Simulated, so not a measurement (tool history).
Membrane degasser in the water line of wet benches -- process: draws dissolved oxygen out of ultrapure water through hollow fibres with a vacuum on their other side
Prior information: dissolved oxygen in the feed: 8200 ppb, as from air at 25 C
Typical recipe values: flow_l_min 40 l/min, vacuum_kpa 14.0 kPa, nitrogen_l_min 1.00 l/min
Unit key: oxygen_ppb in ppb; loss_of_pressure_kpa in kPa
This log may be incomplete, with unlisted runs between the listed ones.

run	day	flow_l_min	vacuum_kpa	nitrogen_l_min	oxygen_ppb	loss_of_pressure_kpa
1	0.000	40	14.0	1.00	854.5	44.48
2	6.196	40	14.0	1.00	861.5	43.98
3	11.321	40	14.0	1.00	859.1	44.37
4	17.721	40	14.0	1.00	856.4	43.75
5	24.888	40	14.0	1.00	857.2	43.76
6	30.562	40	14.0	1.00	857.3	44.45
7	38.275	34	14.0	1.00	753.2	37.62
8	46.671	34	14.0	1.00	753.6	37.93
9	53.950	34	14.0	1.00	755.0	37.66
10	60.892	34	14.0	1.36	603.4	37.75
11	67.671	44	14.0	1.36	751.9	48.89
12	75.675	40	30.7	1.00	1850.4	44.45
13	82.917	40	14.0	1.00	861.0	44.47
14	91.138	40	14.0	1.00	865.6	44.48
15	95.738	40	14.0	1.00	864.9	44.27
16	100.754	40	14.0	1.00	862.1	44.38
17	106.692	25	14.0	1.42	448.6	27.80
18	115.192	25	14.0	1.42	448.5	28.13
19	124.296	28	11.0	0.94	511.1	31.16
20	132.212	28	11.0	1.96	293.7	31.45
21	136.033	28	11.0	1.22	422.3	31.42
22	141.688	26	20.7	0.79	1109.8	29.11
23	148.650	50	9.2	0.62	846.7	56.28
24	157.708	55	22.4	1.00	1742.5	62.06
25	166.562	24	14.0	1.00	574.9	27.11
26	174.317	25	15.3	1.00	655.9	28.21
27	181.554	25	15.3	1.00	656.0	28.05
28	190.925	40	14.0	1.46	668.2	44.88
29	198.346	40	14.0	2.79	413.3	45.26
30	202.433	40	14.0	2.79	415.3	45.29
31	206.742	40	14.0	2.79	415.4	45.13

Removed from this log: 1 entry logged between the listed runs. Between which two listed runs does each belong, and how does the tool's hidden state at the listed run before it compare with that at the listed run after it?
Between runs 28 and 29: seals of the vacuum lines changed (day 193.938)
  air that leaks in behind the membrane, l/min: 0.0265 -> 0.0014
  the result without the hidden state subtracted from the measured one, oxygen_ppb: +25.7 -> +19.7 ppb; loss_of_pressure_kpa: +2.36 -> +2.42 kPa
